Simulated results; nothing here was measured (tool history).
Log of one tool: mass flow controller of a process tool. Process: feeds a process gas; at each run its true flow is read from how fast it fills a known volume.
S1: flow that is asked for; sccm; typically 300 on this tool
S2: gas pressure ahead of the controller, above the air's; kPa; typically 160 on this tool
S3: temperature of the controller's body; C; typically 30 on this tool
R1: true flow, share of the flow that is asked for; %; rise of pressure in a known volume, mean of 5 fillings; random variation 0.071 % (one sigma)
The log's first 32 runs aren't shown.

run     hour   S1   S2  S3     R1
 33   8043.7   75  160  25  95.14
 34   8247.5  298  208  38  95.83
 35   8475.1  136  176  30  95.78
 36   8739.2  136  176  30  95.78
 37   8946.5  185  274  21  96.42
 38     9119  185  274  21  96.35
 39     9313  127  262  30  94.79
 40     9544  205  210  20  96.92
 41   9811.3  106  151  33  94.67
 42  10091.1  273  240  30  95.82
 43  10291.3  273  240  20  96.89
 44  10633.8  315  240  29  96.06
 45  10784.9  152  225  24  95.63
 46  11022.5  152  225  20  96.03
 47  11342.6  300  160  20  97.37
 48  11623.1  149  247  31  94.61

3 ways to go on from here, each from the tool as it stands after run 48. What would each give?
  A  11769.7   98  261  28   ?
  B  11769.7  300  206  24   ?
  C  11769.7  149  202  31   ?

run     R1
  A  93.64
  B  96.58
  C  94.87
Stripped of hidden state, with their random variation kept, the same runs would have yielded:
run     R1
  A  98.88
  B   99.9
  C  99.15
